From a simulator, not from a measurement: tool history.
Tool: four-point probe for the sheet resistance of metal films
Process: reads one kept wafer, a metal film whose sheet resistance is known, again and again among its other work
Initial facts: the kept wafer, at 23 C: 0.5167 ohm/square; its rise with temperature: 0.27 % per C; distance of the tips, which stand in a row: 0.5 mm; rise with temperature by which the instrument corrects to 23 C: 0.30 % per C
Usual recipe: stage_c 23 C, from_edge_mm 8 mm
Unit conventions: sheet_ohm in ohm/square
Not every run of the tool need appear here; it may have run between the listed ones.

{"run": 1, "hour": 0.0, "stage_c": 23, "from_edge_mm": 8, "sheet_ohm": 0.515553}
{"run": 2, "hour": 51.4, "stage_c": 23, "from_edge_mm": 8, "sheet_ohm": 0.515706}
{"run": 3, "hour": 119.5, "stage_c": 23, "from_edge_mm": 30, "sheet_ohm": 0.514494}
{"run": 4, "hour": 217.4, "stage_c": 23, "from_edge_mm": 30, "sheet_ohm": 0.514791}
{"run": 5, "hour": 343.6, "stage_c": 23, "from_edge_mm": 30, "sheet_ohm": 0.515254}
{"run": 6, "hour": 401.8, "stage_c": 23, "from_edge_mm": 30, "sheet_ohm": 0.514898}
{"run": 7, "hour": 528.6, "stage_c": 23, "from_edge_mm": 30, "sheet_ohm": 0.515381}
{"run": 8, "hour": 634.2, "stage_c": 23, "from_edge_mm": 30, "sheet_ohm": 0.515637}
{"run": 9, "hour": 754.9, "stage_c": 23, "from_edge_mm": 39, "sheet_ohm": 0.515844}
{"run": 10, "hour": 807.9, "stage_c": 23, "from_edge_mm": 39, "sheet_ohm": 0.515848}
{"run": 11, "hour": 876.8, "stage_c": 23, "from_edge_mm": 8, "sheet_ohm": 0.517112}
{"run": 12, "hour": 976.6, "stage_c": 23, "from_edge_mm": 8, "sheet_ohm": 0.517304}
{"run": 13, "hour": 1063.3, "stage_c": 23, "from_edge_mm": 8, "sheet_ohm": 0.517399}
{"run": 14, "hour": 1147.6, "stage_c": 23, "from_edge_mm": 8, "sheet_ohm": 0.517559}
{"run": 15, "hour": 1217.1, "stage_c": 23, "from_edge_mm": 8, "sheet_ohm": 0.517642}
{"run": 16, "hour": 1268.3, "stage_c": 23, "from_edge_mm": 6, "sheet_ohm": 0.518732}
{"run": 17, "hour": 1330.1, "stage_c": 23, "from_edge_mm": 6, "sheet_ohm": 0.518848}
{"run": 18, "hour": 1445.8, "stage_c": 23, "from_edge_mm": 6, "sheet_ohm": 0.519041}
{"run": 19, "hour": 1542.7, "stage_c": 23, "from_edge_mm": 8, "sheet_ohm": 0.5181}
{"run": 20, "hour": 1628.6, "stage_c": 23, "from_edge_mm": 8, "sheet_ohm": 0.518639}
{"run": 21, "hour": 1734.1, "stage_c": 23, "from_edge_mm": 8, "sheet_ohm": 0.518851}
{"hour": 1745.0, "done": "stage's thermometer calibrated"}
{"run": 22, "hour": 1846.7, "stage_c": 21, "from_edge_mm": 21, "sheet_ohm": 0.518671}
{"run": 23, "hour": 1955.5, "stage_c": 21, "from_edge_mm": 21, "sheet_ohm": 0.518708}
{"run": 24, "hour": 2026.8, "stage_c": 23, "from_edge_mm": 8, "sheet_ohm": 0.519737}
{"run": 25, "hour": 2086.8, "stage_c": 32, "from_edge_mm": 20, "sheet_ohm": 0.517365}
{"run": 26, "hour": 2160.5, "stage_c": 32, "from_edge_mm": 20, "sheet_ohm": 0.517762}
{"run": 27, "hour": 2255.3, "stage_c": 18, "from_edge_mm": 47, "sheet_ohm": 0.519721}
{"run": 28, "hour": 2368.1, "stage_c": 24, "from_edge_mm": 19, "sheet_ohm": 0.519012}
{"run": 29, "hour": 2432.2, "stage_c": 33, "from_edge_mm": 20, "sheet_ohm": 0.518038}
{"hour": 2509.9, "done": "stage's thermometer calibrated, once more"}
{"run": 30, "hour": 2524.7, "stage_c": 33, "from_edge_mm": 20, "sheet_ohm": 0.516416}
{"run": 31, "hour": 2594.4, "stage_c": 30, "from_edge_mm": 9, "sheet_ohm": 0.517406}
{"run": 32, "hour": 2712.9, "stage_c": 28, "from_edge_mm": 18, "sheet_ohm": 0.517441}
{"run": 33, "hour": 2819.4, "stage_c": 21, "from_edge_mm": 6, "sheet_ohm": 0.52056}
{"run": 34, "hour": 2896.5, "stage_c": 21, "from_edge_mm": 6, "sheet_ohm": 0.520595}
{"run": 35, "hour": 2988.0, "stage_c": 23, "from_edge_mm": 57, "sheet_ohm": 0.51843}
{"run": 36, "hour": 3090.7, "stage_c": 33, "from_edge_mm": 44, "sheet_ohm": 0.517239}
{"run": 37, "hour": 3211.6, "stage_c": 33, "from_edge_mm": 44, "sheet_ohm": 0.517535}
{"run": 38, "hour": 3318.4, "stage_c": 33, "from_edge_mm": 44, "sheet_ohm": 0.517694}
{"hour": 3432.9, "done": "new probe head fitted"}
{"run": 39, "hour": 3432.9, "stage_c": 33, "from_edge_mm": 44, "sheet_ohm": 0.516658}

Predict each of these 5 candidate next runs independently; none follows another, all start after run 39:
{"run": "A", "hour": 3503.4, "stage_c": 22, "from_edge_mm": 9, "sheet_ohm": "?"}
{"run": "B", "hour": 3503.4, "stage_c": 26, "from_edge_mm": 73, "sheet_ohm": "?"}
{"run": "C", "hour": 3503.4, "stage_c": 23, "from_edge_mm": 3, "sheet_ohm": "?"}
{"run": "D", "hour": 3503.4, "stage_c": 33, "from_edge_mm": 6, "sheet_ohm": "?"}
{"run": "E", "hour": 3503.4, "stage_c": 26, "from_edge_mm": 37, "sheet_ohm": "?"}

run=A sheet_ohm=0.519436
run=B sheet_ohm=0.517598
run=C sheet_ohm=0.526012
run=D sheet_ohm=0.518584
run=E sheet_ohm=0.517720
What these runs would have given with no unlogged condition in the tool:
run=A sheet_ohm=0.517833
run=B sheet_ohm=0.516003
run=C sheet_ohm=0.524391
run=D sheet_ohm=0.516991
run=E sheet_ohm=0.516125
